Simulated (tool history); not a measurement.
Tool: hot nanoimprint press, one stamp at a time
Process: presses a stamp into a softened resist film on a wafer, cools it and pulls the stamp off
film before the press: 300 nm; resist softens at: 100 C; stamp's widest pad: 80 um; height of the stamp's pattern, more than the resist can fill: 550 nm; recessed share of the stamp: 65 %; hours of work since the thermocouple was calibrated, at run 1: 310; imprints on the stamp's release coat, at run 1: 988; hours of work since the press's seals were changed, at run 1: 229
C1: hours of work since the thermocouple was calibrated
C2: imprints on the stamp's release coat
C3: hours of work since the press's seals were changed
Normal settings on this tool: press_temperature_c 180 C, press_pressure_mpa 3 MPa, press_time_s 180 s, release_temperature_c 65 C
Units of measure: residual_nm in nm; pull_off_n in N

{"run": 1, "day": 0.0, "press_temperature_c": 180, "press_pressure_mpa": 3, "press_time_s": 180, "release_temperature_c": 65, "C1": 310, "C2": 988, "C3": 229, "residual_nm": 154.5, "pull_off_n": 245}
{"run": 2, "day": 1.075, "press_temperature_c": 180, "press_pressure_mpa": 3, "press_time_s": 180, "release_temperature_c": 63, "C1": 325, "C2": 1096, "C3": 245, "residual_nm": 154.1, "pull_off_n": 250}
{"run": 3, "day": 2.317, "press_temperature_c": 180, "press_pressure_mpa": 3, "press_time_s": 180, "release_temperature_c": 63, "C1": 343, "C2": 1221, "C3": 262, "residual_nm": 154.2, "pull_off_n": 255}
{"run": 4, "day": 3.488, "press_temperature_c": 180, "press_pressure_mpa": 3, "press_time_s": 180, "release_temperature_c": 72, "C1": 359, "C2": 1339, "C3": 279, "residual_nm": 154, "pull_off_n": 229}
{"run": 5, "day": 4.662, "press_temperature_c": 180, "press_pressure_mpa": 3, "press_time_s": 180, "release_temperature_c": 72, "C1": 376, "C2": 1458, "C3": 296, "residual_nm": 154.2, "pull_off_n": 237}
{"run": 6, "day": 5.3, "press_temperature_c": 180, "press_pressure_mpa": 3, "press_time_s": 180, "release_temperature_c": 72, "C1": 385, "C2": 1522, "C3": 305, "residual_nm": 154.2, "pull_off_n": 239}
{"run": 7, "day": 5.975, "press_temperature_c": 180, "press_pressure_mpa": 3, "press_time_s": 93, "release_temperature_c": 65, "C1": 395, "C2": 1590, "C3": 314, "residual_nm": 190.2, "pull_off_n": 269}
{"run": 8, "day": 6.554, "press_temperature_c": 180, "press_pressure_mpa": 3, "press_time_s": 130, "release_temperature_c": 65, "C1": 403, "C2": 1649, "C3": 323, "residual_nm": 172.1, "pull_off_n": 274}
{"run": 9, "day": 7.825, "press_temperature_c": 180, "press_pressure_mpa": 3, "press_time_s": 180, "release_temperature_c": 65, "C1": 421, "C2": 1777, "C3": 341, "residual_nm": 154.1, "pull_off_n": 271}
{"run": 10, "day": 8.871, "press_temperature_c": 180, "press_pressure_mpa": 3, "press_time_s": 180, "release_temperature_c": 65, "C1": 436, "C2": 1882, "C3": 356, "residual_nm": 153.9, "pull_off_n": 269}
{"run": 11, "day": 9.833, "press_temperature_c": 180, "press_pressure_mpa": 3, "press_time_s": 180, "release_temperature_c": 65, "C1": 450, "C2": 1979, "C3": 369, "residual_nm": 154, "pull_off_n": 277}
{"run": 12, "day": 10.483, "press_temperature_c": 180, "press_pressure_mpa": 3, "press_time_s": 180, "release_temperature_c": 59, "C1": 459, "C2": 2045, "C3": 378, "residual_nm": 153.7, "pull_off_n": 308}
{"day": 11.508, "done": "stamp cleaned and given a new release coat"}
{"run": 13, "day": 11.633, "press_temperature_c": 180, "press_pressure_mpa": 3, "press_time_s": 180, "release_temperature_c": 59, "C1": 472, "C2": 13, "C3": 391, "residual_nm": 154, "pull_off_n": 220}
{"run": 14, "day": 12.196, "press_temperature_c": 180, "press_pressure_mpa": 3, "press_time_s": 180, "release_temperature_c": 59, "C1": 480, "C2": 69, "C3": 399, "residual_nm": 154, "pull_off_n": 220}
{"run": 15, "day": 13.483, "press_temperature_c": 180, "press_pressure_mpa": 3, "press_time_s": 180, "release_temperature_c": 59, "C1": 498, "C2": 199, "C3": 418, "residual_nm": 154, "pull_off_n": 221}
{"run": 16, "day": 14.092, "press_temperature_c": 182, "press_pressure_mpa": 3.19, "press_time_s": 266, "release_temperature_c": 63, "C1": 507, "C2": 261, "C3": 426, "residual_nm": 122.9, "pull_off_n": 219}
{"run": 17, "day": 15.292, "press_temperature_c": 174, "press_pressure_mpa": 3, "press_time_s": 180, "release_temperature_c": 65, "C1": 524, "C2": 382, "C3": 443, "residual_nm": 178.7, "pull_off_n": 219}
{"day": 15.942, "done": "plate thermocouple calibrated"}
{"run": 18, "day": 16.35, "press_temperature_c": 174, "press_pressure_mpa": 3, "press_time_s": 180, "release_temperature_c": 65, "C1": 6, "C2": 476, "C3": 456, "residual_nm": 182.1, "pull_off_n": 220}
{"run": 19, "day": 17.667, "press_temperature_c": 178, "press_pressure_mpa": 3.77, "press_time_s": 291, "release_temperature_c": 68, "C1": 25, "C2": 609, "C3": 475, "residual_nm": 125.4, "pull_off_n": 217}
{"run": 20, "day": 19.0, "press_temperature_c": 178, "press_pressure_mpa": 3.77, "press_time_s": 291, "release_temperature_c": 68, "C1": 43, "C2": 743, "C3": 494, "residual_nm": 125.7, "pull_off_n": 230}
{"run": 21, "day": 19.775, "press_temperature_c": 178, "press_pressure_mpa": 3.77, "press_time_s": 291, "release_temperature_c": 68, "C1": 54, "C2": 821, "C3": 505, "residual_nm": 125.6, "pull_off_n": 225}
{"run": 22, "day": 20.725, "press_temperature_c": 178, "press_pressure_mpa": 3.62, "press_time_s": 120, "release_temperature_c": 62, "C1": 68, "C2": 917, "C3": 519, "residual_nm": 174.7, "pull_off_n": 257}
{"run": 23, "day": 22.038, "press_temperature_c": 180, "press_pressure_mpa": 4.07, "press_time_s": 110, "release_temperature_c": 65, "C1": 87, "C2": 1049, "C3": 537, "residual_nm": 164.1, "pull_off_n": 246}
{"run": 24, "day": 23.233, "press_temperature_c": 179, "press_pressure_mpa": 3, "press_time_s": 242, "release_temperature_c": 65, "C1": 104, "C2": 1170, "C3": 554, "residual_nm": 144.4, "pull_off_n": 251}
{"run": 25, "day": 24.571, "press_temperature_c": 180, "press_pressure_mpa": 2.38, "press_time_s": 180, "release_temperature_c": 65, "C1": 123, "C2": 1305, "C3": 573, "residual_nm": 171, "pull_off_n": 262}
{"run": 26, "day": 25.683, "press_temperature_c": 180, "press_pressure_mpa": 2.38, "press_time_s": 180, "release_temperature_c": 65, "C1": 138, "C2": 1417, "C3": 589, "residual_nm": 171.1, "pull_off_n": 265}
{"run": 27, "day": 26.454, "press_temperature_c": 180, "press_pressure_mpa": 2.83, "press_time_s": 242, "release_temperature_c": 56, "C1": 149, "C2": 1495, "C3": 600, "residual_nm": 144, "pull_off_n": 291}
{"run": 28, "day": 27.771, "press_temperature_c": 172, "press_pressure_mpa": 3, "press_time_s": 180, "release_temperature_c": 53, "C1": 168, "C2": 1628, "C3": 619, "residual_nm": 190.3, "pull_off_n": 299}
{"run": 29, "day": 28.733, "press_temperature_c": 176, "press_pressure_mpa": 3.46, "press_time_s": 125, "release_temperature_c": 73, "C1": 182, "C2": 1725, "C3": 632, "residual_nm": 183.7, "pull_off_n": 241}

3 options for the next run, each taken on its own from the tool as it stands now. Forecast them:
{"run": "A", "day": 29.488, "press_temperature_c": 191, "press_pressure_mpa": 3, "press_time_s": 107, "release_temperature_c": 70, "C1": 192, "C2": 1801, "C3": 643, "residual_nm": "?", "pull_off_n": "?"}
{"run": "B", "day": 29.488, "press_temperature_c": 176, "press_pressure_mpa": 3.46, "press_time_s": 193, "release_temperature_c": 73, "C1": 192, "C2": 1801, "C3": 643, "residual_nm": "?", "pull_off_n": "?"}
{"run": "C", "day": 29.488, "press_temperature_c": 180, "press_pressure_mpa": 3.46, "press_time_s": 97, "release_temperature_c": 73, "C1": 192, "C2": 1801, "C3": 643, "residual_nm": "?", "pull_off_n": "?"}

run=A residual_nm=144.5 pull_off_n=251
run=B residual_nm=159.6 pull_off_n=237
run=C residual_nm=180.7 pull_off_n=238
With the hidden condition removed and each run's random variation left untouched, the same runs would have given:
run=A residual_nm=143.1 pull_off_n=187
run=B residual_nm=158.1 pull_off_n=177
run=C residual_nm=179.1 pull_off_n=178
